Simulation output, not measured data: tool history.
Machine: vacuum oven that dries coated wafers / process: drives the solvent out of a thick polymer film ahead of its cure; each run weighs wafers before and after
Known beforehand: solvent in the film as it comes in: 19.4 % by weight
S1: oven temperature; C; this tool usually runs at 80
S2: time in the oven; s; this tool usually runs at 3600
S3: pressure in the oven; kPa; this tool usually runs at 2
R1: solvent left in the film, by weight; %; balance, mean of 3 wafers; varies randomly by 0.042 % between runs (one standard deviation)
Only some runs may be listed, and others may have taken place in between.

run 1 day=0 | S1=80 S2=3600 S3=2 | R1=5.19
run 2 day=0.529 | S1=80 S2=3600 S3=2 | R1=5.12
run 3 day=0.842 | S1=80 S2=3600 S3=2 | R1=5.21
run 4 day=1.1 | S1=80 S2=3600 S3=2 | R1=5.12
run 5 day=1.388 | S1=80 S2=3720 S3=2 | R1=5.03
run 6 day=1.796 | S1=80 S2=3600 S3=2 | R1=5.11
run 7 day=2.142 | S1=80 S2=3600 S3=2 | R1=5.17
run 8 day=2.575 | S1=69 S2=2100 S3=2 | R1=11.33
run 9 day=2.917 | S1=71 S2=3600 S3=2 | R1=8.12
run 10 day=3.158 | S1=71 S2=3600 S3=2 | R1=8.2

Run 11 is up next; what results do you expect?
run 11 day=3.412 | S1=71 S2=3600 S3=2 | R1=?

For run 11 the tool returned R1 8.19 %.
Without the tool's hidden state the same run would have given R1 8.19 %.

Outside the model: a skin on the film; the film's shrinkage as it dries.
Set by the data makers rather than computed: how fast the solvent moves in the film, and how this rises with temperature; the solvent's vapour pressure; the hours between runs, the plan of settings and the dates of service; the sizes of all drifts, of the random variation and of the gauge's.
